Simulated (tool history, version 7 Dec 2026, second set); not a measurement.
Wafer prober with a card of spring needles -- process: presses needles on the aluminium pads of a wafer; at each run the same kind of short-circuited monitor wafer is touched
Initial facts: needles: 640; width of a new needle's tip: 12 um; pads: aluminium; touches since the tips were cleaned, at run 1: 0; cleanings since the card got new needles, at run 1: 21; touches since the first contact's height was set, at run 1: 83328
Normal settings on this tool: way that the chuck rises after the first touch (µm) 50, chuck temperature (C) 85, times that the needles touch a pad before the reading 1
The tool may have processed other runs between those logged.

| run | hour | way that the chuck rises after the first touch (µm) | chuck temperature (C) | times that the needles touch a pad before the reading | touches since the tips were cleaned | cleanings since the card got new needles | touches since the first contact's height was set | resistance of one needle with its contact and lead (mohm) | way that a needle slides on the pad (µm) |
|---|---|---|---|---|---|---|---|---|---|
| 1 | 0 | 50 | 85 | 1 | 0 | 21 | 83328 | 218 | 11.66 |
| 2 | 11.5 | 50 | 85 | 1 | 2918 | 21 | 86246 | 217 | 11.63 |
|  | 14.4 | tips cleaned on abrasive film |
| 3 | 25.3 | 50 | 85 | 1 | 2753 | 22 | 89703 | 218 | 11.64 |
|  | 29.3 | tips cleaned on abrasive film |
| 4 | 34.5 | 45 | 85 | 1 | 1321 | 23 | 92008 | 219 | 10.47 |
|  | 44 | tips cleaned on abrasive film |
| 5 | 44 | 45 | 61 | 1 | 0 | 24 | 94379 | 219 | 10.45 |
| 6 | 53.5 | 45 | 67 | 1 | 2410 | 24 | 96789 | 215 | 10.48 |
|  | 58.5 | tips cleaned on abrasive film |
| 7 | 59.8 | 45 | 67 | 1 | 330 | 25 | 98348 | 216 | 10.43 |
| 8 | 66.3 | 45 | 67 | 1 | 1980 | 25 | 99998 | 218 | 10.45 |
|  | 73.1 | tips cleaned on abrasive film |
| 9 | 75.4 | 45 | 67 | 1 | 559 | 26 | 102259 | 217 | 10.43 |
| 10 | 81.6 | 45 | 67 | 1 | 2138 | 26 | 103838 | 217 | 10.53 |
|  | 88.3 | tips cleaned on abrasive film |
| 11 | 95.7 | 50 | 85 | 1 | 1883 | 27 | 107388 | 217 | 11.61 |
|  | 102.6 | tips cleaned on abrasive film |
| 12 | 102.6 | 50 | 85 | 1 | 18 | 28 | 109105 | 218 | 11.51 |
| 13 | 112.4 | 50 | 85 | 1 | 2483 | 28 | 111570 | 221 | 11.71 |
|  | 117 | tips cleaned on abrasive film |
| 14 | 120.2 | 62 | 85 | 1 | 792 | 29 | 113515 | 214 | 14.41 |
|  | 132.2 | tips cleaned on abrasive film |
| 15 | 132.2 | 50 | 85 | 1 | 0 | 30 | 116529 | 222 | 11.67 |
| 16 | 139.7 | 37 | 85 | 1 | 1902 | 30 | 118431 | 224 | 8.63 |
|  | 147.4 | tips cleaned on abrasive film |
| 17 | 149.9 | 31 | 85 | 1 | 631 | 31 | 120991 | 227 | 7.18 |
| 18 | 156.5 | 31 | 114 | 1 | 2293 | 31 | 122653 | 234 | 7.22 |
|  | 162.5 | tips cleaned on abrasive film |
| 19 | 165.5 | 65 | 114 | 1 | 752 | 32 | 124893 | 226 | 14.99 |
| 20 | 176.4 | 65 | 114 | 1 | 3529 | 32 | 127670 | 220 | 15.12 |
|  | 177.4 | tips cleaned on abrasive film |
| 21 | 183.6 | 65 | 79 | 1 | 1564 | 33 | 129457 | 220 | 15.14 |
|  | 192.3 | tips cleaned on abrasive film |
| 22 | 197 | 44 | 61 | 2 | 1187 | 34 | 132829 | 215 | 10.23 |
| 23 | 205.8 | 44 | 61 | 2 | 3412 | 34 | 135054 | 217 | 10.23 |
|  | 207.3 | tips cleaned on abrasive film |
| 24 | 215.2 | 44 | 61 | 2 | 1978 | 35 | 137385 | 214 | 10.22 |
|  | 221.6 | tips cleaned on abrasive film |
| 25 | 226.2 | 44 | 61 | 2 | 1160 | 36 | 140151 | 216 | 10.26 |
|  | 236.2 | tips cleaned on abrasive film |
| 26 | 236.5 | 53 | 85 | 1 | 88 | 37 | 142734 | 217 | 12.37 |
|  | 250.4 | tips cleaned on abrasive film |
| 27 | 251.8 | 53 | 85 | 1 | 360 | 38 | 146587 | 219 | 12.31 |
| 28 | 262.3 | 66 | 75 | 1 | 3009 | 38 | 149236 | 217 | 15.28 |
|  | 265.4 | tips cleaned on abrasive film |
| 29 | 270 | 66 | 75 | 1 | 1155 | 39 | 151147 | 218 | 15.39 |
|  | 279.8 | tips cleaned on abrasive film |
| 30 | 284.9 | 35 | 93 | 1 | 1289 | 40 | 154898 | 225 | 8.14 |
|  | 294.1 | tips cleaned on abrasive film |
| 31 | 300.4 | 35 | 93 | 1 | 1593 | 41 | 158781 | 230 | 8.2 |
|  | 308.8 | tips cleaned on abrasive film |
| 32 | 312.5 | 45 | 75 | 1 | 941 | 42 | 161830 | 221 | 10.33 |

Run 33 has not been measured yet. What should we expect?
|  | 323.4 | tips cleaned on abrasive film |
| 33 | 325.4 | 45 | 75 | 1 | 510 | 43 | 165072 | ? | ? |

Run 33 produced resistance of one needle with its contact and lead (mohm) 221, way that a needle slides on the pad (µm) 10.35.
Minus the tool's unlogged condition, the same run would have read resistance of one needle with its contact and lead (mohm) 221, way that a needle slides on the pad (µm) 10.35.
